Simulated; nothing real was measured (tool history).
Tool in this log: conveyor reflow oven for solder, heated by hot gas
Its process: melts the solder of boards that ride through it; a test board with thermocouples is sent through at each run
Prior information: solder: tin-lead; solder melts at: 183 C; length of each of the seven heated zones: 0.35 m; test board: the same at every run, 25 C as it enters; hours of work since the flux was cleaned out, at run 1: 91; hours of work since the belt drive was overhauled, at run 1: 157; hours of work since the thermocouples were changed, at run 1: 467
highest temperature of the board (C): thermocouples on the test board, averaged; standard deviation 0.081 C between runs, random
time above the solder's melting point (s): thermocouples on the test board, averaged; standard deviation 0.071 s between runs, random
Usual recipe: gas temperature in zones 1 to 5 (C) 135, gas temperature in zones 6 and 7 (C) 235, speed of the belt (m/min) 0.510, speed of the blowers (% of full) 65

run   hour  gas temperature in zones 1 to 5 (C)  gas temperature in zones 6 and 7 (C)  speed of the belt (m/min)  speed of the blowers (% of full)  hours of work since the flux was cleaned out  hours of work since the belt drive was overhauled  hours of work since the thermocouples were changed  highest temperature of the board (C)  time above the solder's melting point (s)
  1    0.0                                  135                                   235                      0.510                                65                                            91                                                157                                                 467                                215.89                                      59.18
  2   14.6                                  135                                   235                      0.510                                51                                            99                                                165                                                 475                                209.71                                      51.71
  3   28.5                                  142                                   235                      0.510                                51                                           107                                                173                                                 483                                211.37                                      56.45
  4   41.8                                  142                                   235                      0.510                                51                                           115                                                181                                                 491                                211.28                                      56.38
  5   59.1                                  142                                   235                      0.510                                51                                           125                                                190                                                 501                                211.32                                      56.17
  6   76.8                                  142                                   235                      0.510                                51                                           135                                                201                                                 511                                211.33                                      56.19
  7   91.3                                  142                                   235                      0.510                                51                                           143                                                209                                                 519                                211.19                                      56.12
  8  106.7                                  142                                   235                      0.510                                51                                           152                                                218                                                 528                                211.17                                      55.95
  9  120.4                                  135                                   235                      0.510                                65                                           160                                                226                                                 536                                215.23                                      59.02
 10  141.0                                  135                                   235                      0.510                                85                                           172                                                237                                                 548                                221.20                                      64.76
 11  162.1                                  135                                   235                      0.510                                85                                           184                                                249                                                 560                                220.96                                      64.73
 12  177.8                                  135                                   228                      0.510                                65                                           193                                                258                                                 569                                209.33                                      52.81
     182.6  -- thermocouples of zones 6 and 7 changed
 13  193.4                                  135                                   233                      0.510                                65                                           201                                                266                                                   6                                214.23                                      57.73
 14  213.9                                  147                                   235                      0.491                                89                                           212                                                278                                                  18                                224.86                                      74.69
 15  230.0                                  147                                   247                      0.491                                89                                           221                                                287                                                  27                                235.80                                      80.52
 16  241.4                                  147                                   247                      0.450                                89                                           228                                                294                                                  34                                237.92                                      89.02
     252.1  -- flux residue cleaned out of gas plates and filters
 17  264.7                                  145                                   247                      0.510                                76                                             7                                                304                                                  44                                232.43                                      74.97
 18  283.4                                  145                                   247                      0.510                                76                                            18                                                315                                                  55                                232.28                                      75.11
 19  304.3                                  133                                   249                      0.545                                75                                            30                                                327                                                  67                                229.36                                      64.50
 20  325.0                                  133                                   249                      0.545                                75                                            42                                                338                                                  79                                229.47                                      64.44
 21  342.9                                  133                                   249                      0.545                                75                                            52                                                349                                                  89                                229.43                                      64.46
 22  355.8                                  135                                   250                      0.510                                79                                            59                                                356                                                  96                                234.16                                      72.64
 23  373.3                                  135                                   250                      0.510                                79                                            69                                                366                                                 106                                234.00                                      72.61
 24  394.4                                  135                                   250                      0.510                                79                                            81                                                378                                                 118                                233.93                                      72.57
 25  412.6                                  135                                   250                      0.510                                55                                            92                                                389                                                 129                                224.55                                      65.96

5 ways to go on from here, each from the tool as it stands after run 25. What would each give?
  A  422.2                                  123                                   228                      0.510                                65                                            97                                                394                                                 134                                     ?                                          ?
  B  422.2                                  135                                   243                      0.510                                55                                            97                                                394                                                 134                                     ?                                          ?
  C  422.2                                  135                                   250                      0.547                                51                                            97                                                394                                                 134                                     ?                                          ?
  D  422.2                                  148                                   228                      0.581                                55                                            97                                                394                                                 134                                     ?                                          ?
  E  422.2                                  135                                   235                      0.510                                66                                            97                                                394                                                 134                                     ?                                          ?

run  highest temperature of the board (C)  time above the solder's melting point (s)
  A                                207.82                                      47.43
  B                                218.64                                      61.07
  C                                219.02                                      56.79
  D                                204.79                                      44.47
  E                                216.57                                      60.12
Without the tool's hidden state the same runs would have given:
run  highest temperature of the board (C)  time above the solder's melting point (s)
  A                                208.56                                      47.94
  B                                219.26                                      61.08
  C                                219.59                                      56.78
  D                                205.36                                      44.81
  E                                217.29                                      60.27
